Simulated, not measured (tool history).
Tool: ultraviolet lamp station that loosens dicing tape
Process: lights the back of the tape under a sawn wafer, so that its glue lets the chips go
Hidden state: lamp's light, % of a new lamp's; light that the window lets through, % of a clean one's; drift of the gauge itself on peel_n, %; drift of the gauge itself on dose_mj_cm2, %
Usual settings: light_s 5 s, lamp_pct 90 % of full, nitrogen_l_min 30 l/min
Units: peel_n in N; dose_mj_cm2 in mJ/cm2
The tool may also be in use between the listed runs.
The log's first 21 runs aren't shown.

run    hour  light_s  lamp_pct  nitrogen_l_min  hours of work of the lamp  hours of work since the window was cleaned  peel_n  dose_mj_cm2
     1042.6  -- window cleaned of glue's vapour
 22  1060.2        5        85              30                        819                                           9   0.911          194
 23  1130.3        2        86              45                        855                                          46    3.47           77
 24  1191.4        5        76              11                        887                                          78   2.487          167
 25  1241.3        5        76              11                        913                                         104   2.537          167
 26  1288.5        5        76              11                        938                                         128   2.638          154
 27  1344.6        5        89              50                        967                                         157   0.865          180
 28  1400.6        5        89              50                        996                                         187   0.879          175
     1442.6  -- window cleaned of glue's vapour
 29  1467.4        5        97              50                       1031                                          13   0.524          213
 30  1527.4        5        60              30                       1062                                          44   2.062          132
 31  1588.4        3        97              26                       1094                                          76   2.497          119
 32  1630.7        4        68              16                       1116                                          98   3.381          109
 33  1665.2        9        86              27                       1134                                         116   0.316          313
 34  1730.9        9        63              27                       1168                                         150   0.797          220
 35  1767.9        4        83              27                       1188                                         170   2.206          127
 36  1821.4        7        74              11                       1215                                         197   1.986          192
     1842.4  -- window cleaned of glue's vapour
 37  1857.4        4        92              11                       1234                                           8   2.782          150
 38  1921.4        4        92              11                       1267                                          41   2.803          146
 39  1949.6        4        92              11                       1282                                          56   2.975          148
 40  1978.3        4        92              11                       1297                                          71   2.972          150
 41  2043.9        4        74              11                       1331                                         105   3.811          111
 42  2077.5        5        74              11                       1349                                         123   3.049          141

Forecast each of these 5 alternatives for the next run:
  A  2124.1        8        86              38                       1373                                         147       ?            ?
  B  2124.1        8        74              53                       1373                                         147       ?            ?
  C  2124.1        9        97              26                       1373                                         147       ?            ?
  D  2124.1        6        74              19                       1373                                         147       ?            ?
  E  2124.1        3        90              14                       1373                                         147       ?            ?

run  peel_n  dose_mj_cm2
  A   0.403          256
  B   0.475          217
  C   0.295          324
  D   1.842          163
  E   4.018           99
Without the tool's hidden state the same runs would have given:
run  peel_n  dose_mj_cm2
  A   0.124          394
  B   0.137          334
  C   0.095          499
  D   0.767          252
  E   2.461          153

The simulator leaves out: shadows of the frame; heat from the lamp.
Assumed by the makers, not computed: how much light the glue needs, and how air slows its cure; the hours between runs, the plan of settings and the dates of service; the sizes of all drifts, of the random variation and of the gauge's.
